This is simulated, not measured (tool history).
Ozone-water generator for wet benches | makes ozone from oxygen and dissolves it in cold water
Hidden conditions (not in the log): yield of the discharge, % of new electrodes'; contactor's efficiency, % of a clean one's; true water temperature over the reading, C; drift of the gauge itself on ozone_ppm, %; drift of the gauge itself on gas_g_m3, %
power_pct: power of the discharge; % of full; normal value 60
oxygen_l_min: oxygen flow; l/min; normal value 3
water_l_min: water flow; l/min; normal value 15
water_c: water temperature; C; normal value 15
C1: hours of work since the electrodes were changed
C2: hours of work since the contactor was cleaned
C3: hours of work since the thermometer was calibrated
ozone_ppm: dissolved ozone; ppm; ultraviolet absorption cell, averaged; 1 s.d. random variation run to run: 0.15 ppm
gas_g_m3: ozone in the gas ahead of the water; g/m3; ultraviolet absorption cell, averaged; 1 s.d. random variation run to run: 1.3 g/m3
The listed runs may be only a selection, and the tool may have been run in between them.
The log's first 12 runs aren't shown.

Run 13, day 57.829: usual settings but oxygen_l_min 4.51 l/min; C1 3286; C2 5267; C3 1989. Result: ozone_ppm 18.5 ppm, gas_g_m3 187.5 g/m3.
Run 14, day 64.554: usual settings; C1 3409; C2 5390; C3 2112. Result: ozone_ppm 18.6 ppm, gas_g_m3 241.5 g/m3.
Run 15, day 68.404: usual settings but power_pct 95 % of full; C1 3480; C2 5460; C3 2183. Result: ozone_ppm 23.2 ppm, gas_g_m3 305.1 g/m3.
Run 16, day 74.596: usual settings but power_pct 95 % of full; C1 3593; C2 5574; C3 2296. Result: ozone_ppm 23.2 ppm, gas_g_m3 304.5 g/m3.
Run 17, day 79.65: usual settings but power_pct 74 % of full, oxygen_l_min 3.66 l/min; C1 3686; C2 5666; C3 2389. Result: ozone_ppm 20.4 ppm, gas_g_m3 239 g/m3.
Run 18, day 83.442: usual settings but power_pct 74 % of full, oxygen_l_min 3.66 l/min, water_l_min 10 l/min, water_c 20 C; C1 3755; C2 5736; C3 2458. Result: ozone_ppm 26.4 ppm, gas_g_m3 238.1 g/m3.
Run 19, day 90.175: usual settings but power_pct 74 % of full, oxygen_l_min 3.53 l/min, water_l_min 21 l/min, water_c 13 C; C1 3879; C2 5859; C3 2582. Result: ozone_ppm 15.3 ppm, gas_g_m3 242.2 g/m3.
At day 90.783: water thermometer calibrated.
Run 20, day 94.371: usual settings but power_pct 94 % of full, water_c 8 C; C1 3955; C2 5936; C3 66. Result: ozone_ppm 25.4 ppm, gas_g_m3 303.1 g/m3.
Run 21, day 98.771: usual settings but power_pct 99 % of full, water_l_min 12 l/min, water_c 13 C; C1 4036; C2 6016; C3 146. Result: ozone_ppm 29.9 ppm, gas_g_m3 314.2 g/m3.
Run 22, day 103.638: usual settings but power_pct 99 % of full, water_l_min 12 l/min, water_c 13 C; C1 4125; C2 6106; C3 236. Result: ozone_ppm 30.2 ppm, gas_g_m3 311.8 g/m3.
Run 23, day 107.121: usual settings but power_pct 99 % of full, water_l_min 12 l/min, water_c 13 C; C1 4189; C2 6169; C3 299. Result: ozone_ppm 29.7 ppm, gas_g_m3 309.3 g/m3.
Run 24, day 111.883: usual settings but power_pct 99 % of full, water_l_min 12 l/min, water_c 13 C; C1 4276; C2 6257; C3 387. Result: ozone_ppm 30.2 ppm, gas_g_m3 311.6 g/m3.
Run 25, day 117.225: usual settings but water_l_min 10 l/min, water_c 12 C; C1 4374; C2 6355; C3 485. Result: ozone_ppm 27.5 ppm, gas_g_m3 244.9 g/m3.
Run 26, day 120.267: usual settings but water_l_min 16 l/min; C1 4430; C2 6410; C3 540. Result: ozone_ppm 17.6 ppm, gas_g_m3 241 g/m3.
Run 27, day 126.708: usual settings but power_pct 45 % of full, oxygen_l_min 3.34 l/min, water_l_min 10 l/min, water_c 8 C; C1 4548; C2 6528; C3 658. Result: ozone_ppm 25.2 ppm, gas_g_m3 195 g/m3.
Run 28, day 130.675: usual settings but power_pct 45 % of full, oxygen_l_min 3.34 l/min, water_l_min 10 l/min, water_c 8 C; C1 4621; C2 6601; C3 731. Result: ozone_ppm 24.9 ppm, gas_g_m3 196.8 g/m3.
Run 29, day 137.092: usual settings but power_pct 61 % of full, water_l_min 21 l/min; C1 4738; C2 6719; C3 849. Result: ozone_ppm 13.4 ppm, gas_g_m3 241.8 g/m3.
Run 30, day 142.621: usual settings but power_pct 61 % of full, water_l_min 21 l/min; C1 4839; C2 6820; C3 950. Result: ozone_ppm 13.5 ppm, gas_g_m3 243.3 g/m3.
Run 31, day 146.679: usual settings but water_l_min 21 l/min, water_c 20 C; C1 4914; C2 6894; C3 1024. Result: ozone_ppm 12.5 ppm, gas_g_m3 240.7 g/m3.
Run 32, day 151.446: usual settings but power_pct 56 % of full, oxygen_l_min 3.42 l/min; C1 5001; C2 6982; C3 1112. Result: ozone_ppm 18 ppm, gas_g_m3 213.5 g/m3.

Alternative continuations, all from the tool just after run 32; predict every row:
Run A, day 156.667: usual settings but water_l_min 12 l/min, water_c 17 C; C1 5097; C2 7077; C3 1207. Result: ozone_ppm ?, gas_g_m3 ?.
Run B, day 156.667: usual settings but power_pct 49 % of full, oxygen_l_min 3.61 l/min, water_l_min 22 l/min; C1 5097; C2 7077; C3 1207. Result: ozone_ppm ?, gas_g_m3 ?.
Run C, day 156.667: usual settings but power_pct 56 % of full, oxygen_l_min 2.14 l/min, water_l_min 23 l/min, water_c 13 C; C1 5097; C2 7077; C3 1207. Result: ozone_ppm ?, gas_g_m3 ?.
Run D, day 156.667: usual settings but power_pct 41 % of full, oxygen_l_min 3.42 l/min; C1 5097; C2 7077; C3 1207. Result: ozone_ppm ?, gas_g_m3 ?.
Run E, day 156.667: usual settings but oxygen_l_min 3.14 l/min, water_l_min 16 l/min, water_c 16 C; C1 5097; C2 7077; C3 1207. Result: ozone_ppm ?, gas_g_m3 ?.

run  ozone_ppm  gas_g_m3
  A         22     244.1
  B       11.6       196
  C       11.1       286
  D       15.5     183.2
  E       16.9     235.1
The same runs, with their run-to-run variation unchanged, on a tool lacking any hidden condition would have given:
run  ozone_ppm  gas_g_m3
  A         22     244.5
  B       11.6     196.3
  C       11.2     286.5
  D       15.6     183.5
  E       16.9     235.5

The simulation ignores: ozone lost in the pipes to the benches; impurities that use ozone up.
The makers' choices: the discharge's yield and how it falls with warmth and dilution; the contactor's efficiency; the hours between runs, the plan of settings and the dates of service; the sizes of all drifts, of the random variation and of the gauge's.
